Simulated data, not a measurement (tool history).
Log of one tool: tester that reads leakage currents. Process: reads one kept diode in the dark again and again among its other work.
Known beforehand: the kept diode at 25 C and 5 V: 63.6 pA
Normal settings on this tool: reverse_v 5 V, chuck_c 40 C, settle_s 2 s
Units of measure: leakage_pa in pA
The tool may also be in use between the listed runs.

Run 1, hour 0: usual settings. Result: leakage_pa 199.78 pA.
Run 2, hour 69.4: usual settings. Result: leakage_pa 197.64 pA.
Run 3, hour 170: usual settings. Result: leakage_pa 199.69 pA.
Run 4, hour 274.1: usual settings but reverse_v 11.15 V. Result: leakage_pa 272.29 pA.
Run 5, hour 330.5: usual settings but reverse_v 11.15 V. Result: leakage_pa 270.48 pA.
Run 6, hour 381.1: usual settings but reverse_v 11.15 V. Result: leakage_pa 270.8 pA.
Run 7, hour 450.1: usual settings but reverse_v 11.15 V. Result: leakage_pa 270.56 pA.
Run 8, hour 493.4: usual settings but reverse_v 11.15 V. Result: leakage_pa 270.88 pA.
Run 9, hour 585.6: usual settings but reverse_v 11.15 V. Result: leakage_pa 271.15 pA.
Run 10, hour 672.9: usual settings but reverse_v 11.15 V. Result: leakage_pa 270.55 pA.
Run 11, hour 716.7: usual settings but reverse_v 1.83 V. Result: leakage_pa 136.49 pA.
Run 12, hour 790.6: usual settings. Result: leakage_pa 201.3 pA.
Run 13, hour 854.7: usual settings but chuck_c 22 C, settle_s 9.64 s. Result: leakage_pa 55.72 pA.
Run 14, hour 931.8: usual settings but reverse_v 14.64 V, chuck_c 37 C, settle_s 0.33 s. Result: leakage_pa 250.5 pA.
Run 15, hour 1004.3: usual settings but reverse_v 14.64 V, chuck_c 44 C, settle_s 3.56 s. Result: leakage_pa 397.61 pA.
Run 16, hour 1063.7: usual settings but reverse_v 4.18 V, chuck_c 26 C, settle_s 0.36 s. Result: leakage_pa 70.5 pA.
Run 17, hour 1108.4: usual settings but reverse_v 4.18 V, chuck_c 26 C, settle_s 0.36 s. Result: leakage_pa 70.19 pA.
Run 18, hour 1199.8: usual settings but reverse_v 4.18 V, chuck_c 26 C, settle_s 0.36 s. Result: leakage_pa 71.15 pA.
Run 19, hour 1257.6: usual settings but reverse_v 8.73 V, chuck_c 57 C, settle_s 5.7 s. Result: leakage_pa 749.69 pA.
Run 20, hour 1357: usual settings but reverse_v 8.73 V, chuck_c 57 C, settle_s 5.7 s. Result: leakage_pa 749.82 pA.
Run 21, hour 1404.3: usual settings but reverse_v 8.73 V, chuck_c 57 C, settle_s 0.34 s. Result: leakage_pa 751.8 pA.
Run 22, hour 1467.3: usual settings but reverse_v 10.69 V, chuck_c 34 C, settle_s 1.16 s. Result: leakage_pa 180.55 pA.
Run 23, hour 1546.9: usual settings but reverse_v 10.69 V, chuck_c 34 C, settle_s 1.16 s. Result: leakage_pa 181.52 pA.
Run 24, hour 1593.9: usual settings but reverse_v 1.1 V, chuck_c 32 C, settle_s 0.78 s. Result: leakage_pa 64.86 pA.

Predict each of these 4 candidate next runs independently; none follows another, all start after run 24:
At hour 1664.8: chuck's temperature calibrated.
Run A, hour 1672.6: usual settings but reverse_v 2.67 V, chuck_c 36 C, settle_s 8.18 s. Result: leakage_pa ?.
At hour 1664.8: chuck's temperature calibrated.
Run B, hour 1672.6: usual settings but chuck_c 29 C. Result: leakage_pa ?.
At hour 1664.8: chuck's temperature calibrated.
Run C, hour 1672.6: usual settings but chuck_c 49 C. Result: leakage_pa ?.
At hour 1664.8: chuck's temperature calibrated.
Run D, hour 1672.6: usual settings but reverse_v 1.1 V, chuck_c 22 C, settle_s 0.78 s. Result: leakage_pa ?.

run  leakage_pa
  A       113.3
  B       87.39
  C      345.32
  D       29.09
Without the tool's unlogged condition, the same runs would have read:
run  leakage_pa
  A      113.35
  B       85.68
  C      347.19
  D       28.87
